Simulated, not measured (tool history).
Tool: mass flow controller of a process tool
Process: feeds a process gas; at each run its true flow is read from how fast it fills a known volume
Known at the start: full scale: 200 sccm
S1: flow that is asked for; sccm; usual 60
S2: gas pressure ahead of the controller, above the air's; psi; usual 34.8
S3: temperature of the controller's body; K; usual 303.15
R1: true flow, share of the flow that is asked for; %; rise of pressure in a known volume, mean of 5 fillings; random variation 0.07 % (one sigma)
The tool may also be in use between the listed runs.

run	hour	S1	S2	S3	R1
1	0.0	60	34.8	303.15	97.92
2	92.8	60	39.5	303.15	97.78
3	163.3	60	39.5	303.15	97.94
4	222.8	27	39.5	303.15	97.53
5	271.4	27	39.5	303.15	97.46
6	328.3	60	34.8	303.15	98.33
7	378.6	60	34.8	303.15	98.43
8	480.5	60	23.2	303.15	98.85
9	537.5	60	23.2	303.15	98.99
10	587.0	60	23.2	303.15	99.00
11	653.0	60	23.2	303.15	99.20
12	731.1	60	23.2	303.15	99.17
13	835.4	60	34.8	303.15	98.84
14	930.1	60	34.8	303.15	99.05
15	973.4	60	34.8	303.15	99.05
16	1057.8	60	34.8	303.15	98.99
17	1151.6	60	34.8	303.15	99.13
18	1218.7	60	34.8	303.15	99.26
19	1261.7	60	34.8	303.15	99.22
20	1344.2	60	34.8	303.15	99.30
21	1389.9	60	34.8	303.15	99.36
22	1441.1	86	34.8	303.15	99.81
23	1543.8	60	34.8	303.15	99.57
24	1632.8	60	32.1	303.15	99.77
25	1706.1	60	21.8	298.15	100.14
26	1769.7	61	21.8	297.15	100.21
27	1859.6	63	34.1	306.15	100.21
28	1958.2	63	34.1	306.15	100.35
29	2001.4	63	34.1	306.15	100.32
30	2050.7	63	34.1	299.15	100.06
31	2119.2	29	34.8	307.15	100.04
32	2190.3	60	34.8	308.15	100.49
33	2283.2	60	34.8	308.15	100.71
34	2336.9	36	29.9	308.15	100.61
35	2414.3	36	38.3	308.15	100.29
# hour 2452.8: gauge calibrated
36	2476.5	36	38.3	308.15	97.71
37	2525.2	60	22.5	295.15	98.20
38	2580.5	40	29.0	306.15	98.13
39	2675.1	161	29.4	305.15	100.10
40	2749.7	161	29.4	305.15	100.07
41	2803.1	54	20.5	305.15	98.92
42	2908.1	54	20.5	305.15	99.16
43	2952.1	54	20.5	305.15	99.23
44	3002.1	105	24.9	303.15	99.56
45	3098.3	28	39.3	294.15	97.61
46	3166.7	28	39.3	294.15	97.61
47	3267.9	28	39.3	294.15	97.82
48	3334.0	60	20.5	303.15	99.55

Measured less the same run without the tool's hidden state. The same run-to-run variation is in both; the gauge's scatter may not be:
The hidden state here: flow at rest that the sensor doesn't see, % of full scale; true flow over the shown one, %; drift of the gauge itself on true_pct, %.
run	R1
1	+0.00
2	+0.10
3	+0.18
4	+0.25
5	+0.30
6	+0.36
7	+0.42
8	+0.52
9	+0.59
10	+0.64
11	+0.71
12	+0.80
13	+0.90
14	+1.00
15	+1.06
16	+1.14
17	+1.25
18	+1.32
19	+1.37
20	+1.45
21	+1.50
22	+1.56
23	+1.67
24	+1.77
25	+1.85
26	+1.92
27	+2.02
28	+2.12
29	+2.17
30	+2.21
31	+2.29
32	+2.38
33	+2.48
34	+2.54
35	+2.61
36	+0.04
37	+0.08
38	+0.15
39	+0.25
40	+0.32
41	+0.38
42	+0.50
43	+0.55
44	+0.60
45	+0.71
46	+0.78
47	+0.88
48	+0.96

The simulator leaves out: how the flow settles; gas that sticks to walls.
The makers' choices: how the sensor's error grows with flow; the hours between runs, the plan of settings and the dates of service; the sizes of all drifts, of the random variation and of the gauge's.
